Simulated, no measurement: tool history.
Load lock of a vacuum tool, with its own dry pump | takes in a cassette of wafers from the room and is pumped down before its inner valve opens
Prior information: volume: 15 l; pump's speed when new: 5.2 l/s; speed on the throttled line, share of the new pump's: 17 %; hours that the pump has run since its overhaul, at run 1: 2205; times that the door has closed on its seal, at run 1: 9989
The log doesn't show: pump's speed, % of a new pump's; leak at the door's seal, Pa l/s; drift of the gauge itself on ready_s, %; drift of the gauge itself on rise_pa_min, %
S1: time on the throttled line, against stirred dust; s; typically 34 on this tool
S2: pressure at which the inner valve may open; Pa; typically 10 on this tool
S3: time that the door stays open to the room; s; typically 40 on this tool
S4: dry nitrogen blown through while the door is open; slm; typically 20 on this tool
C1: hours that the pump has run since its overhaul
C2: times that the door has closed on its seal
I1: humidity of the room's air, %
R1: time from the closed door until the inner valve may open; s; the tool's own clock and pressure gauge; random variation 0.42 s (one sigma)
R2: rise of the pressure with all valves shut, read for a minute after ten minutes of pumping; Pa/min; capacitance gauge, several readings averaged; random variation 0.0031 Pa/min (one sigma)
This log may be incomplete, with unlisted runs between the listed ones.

run,hour,S1,S2,S3,S4,C1,C2,I1,R1,R2
1,0.0,34,10,40,20,2205,9989,47.1,55.5,0.140
2,71.6,34,10,40,20,2277,10153,44.1,55.4,0.131
3,122.9,34,10,40,20,2328,10271,41.0,55.9,0.135
4,198.0,34,10,40,20,2403,10444,49.0,55.2,0.144
5,298.2,34,10,59,20,2503,10674,44.5,55.8,0.149
6,360.5,34,10,59,20,2566,10817,46.0,55.8,0.164
7,434.2,34,10,59,20,2639,10987,40.7,56.5,0.147
8,509.3,34,10,59,20,2714,11159,49.0,55.7,0.164
9,600.4,34,10,40,20,2805,11368,47.6,55.9,0.153
10,701.9,34,10,40,20,2907,11601,40.4,55.5,0.139
11,791.5,34,10,40,20,2996,11807,44.1,55.5,0.147
12,837.3,34,10,127,20,3042,11912,48.9,55.2,0.207
13,927.2,34,10,127,20,3132,12119,42.8,55.9,0.201
14,988.5,34,10,40,16,3193,12260,48.1,55.6,0.167
15,1052.5,34,10,40,16,3258,12407,47.5,55.6,0.168
16,1152.4,34,10,40,16,3357,12636,44.4,55.5,0.167
17,1237.9,34,10,40,16,3443,12833,46.4,55.9,0.166
18,1290.9,34,10,40,20,3496,12954,47.9,56.4,0.167
19,1365.7,55,10,32,6,3571,13126,47.6,73.7,0.189
20,1408.3,46,10,40,20,3613,13224,42.1,64.9,0.167
21,1493.5,46,10,229,20,3699,13420,45.8,65.3,0.262
22,1552.2,46,10,55,20,3757,13555,44.4,66.2,0.182
23,1617.9,46,16,55,27,3823,13706,46.4,63.9,0.181
24,1704.7,29,9,79,20,3910,13905,46.6,53.3,0.201
25,1773.7,34,10,71,10,3979,14063,43.1,56.3,0.210
26,1848.1,30,11,40,20,4053,14234,43.0,52.0,0.178
27,1901.7,19,12,75,10,4107,14358,48.2,43.1,0.234
28,1946.1,19,12,75,10,4151,14459,44.5,43.0,0.224
29,2017.3,23,9,78,8,4222,14623,43.7,47.5,0.234
30,2080.3,23,9,78,8,4285,14768,45.9,47.3,0.233
31,2150.6,34,10,57,42,4356,14929,43.6,56.1,0.182
32,2227.9,34,10,57,42,4433,15107,46.7,56.6,0.187
33,2304.8,34,15,198,42,4510,15284,46.3,55.1,0.232
34,2360.8,34,15,198,42,4566,15412,45.6,54.9,0.230
35,2436.6,18,10,80,20,4642,15586,48.2,43.1,0.220
36,2525.2,28,8,69,9,4730,15790,48.0,51.7,0.242

Some steps in R1 between neighbouring runs. How much of each would the tool show without its hidden state too (settings, what came in, random variation), and how much is left for the hidden state, with any gauge scatter that isn't in both results?
Run 18 -> 19: S1 34 -> 55, S3 40 -> 32, S4 20 -> 6. R1 +17.3 s: hidden state -0.1, all else +17.4.
Run 21 -> 22: S3 229 -> 55. R1 +0.9 s: hidden state +0.2, all else +0.7.
Run 23 -> 24: S1 46 -> 29, S2 16 -> 9, S3 55 -> 79, S4 27 -> 20. R1 -10.6 s: hidden state +0.3, all else -10.9.
Run 34 -> 35: S1 34 -> 18, S2 15 -> 10, S3 198 -> 80, S4 42 -> 20. R1 -11.8 s: hidden state +0.3, all else -12.1.
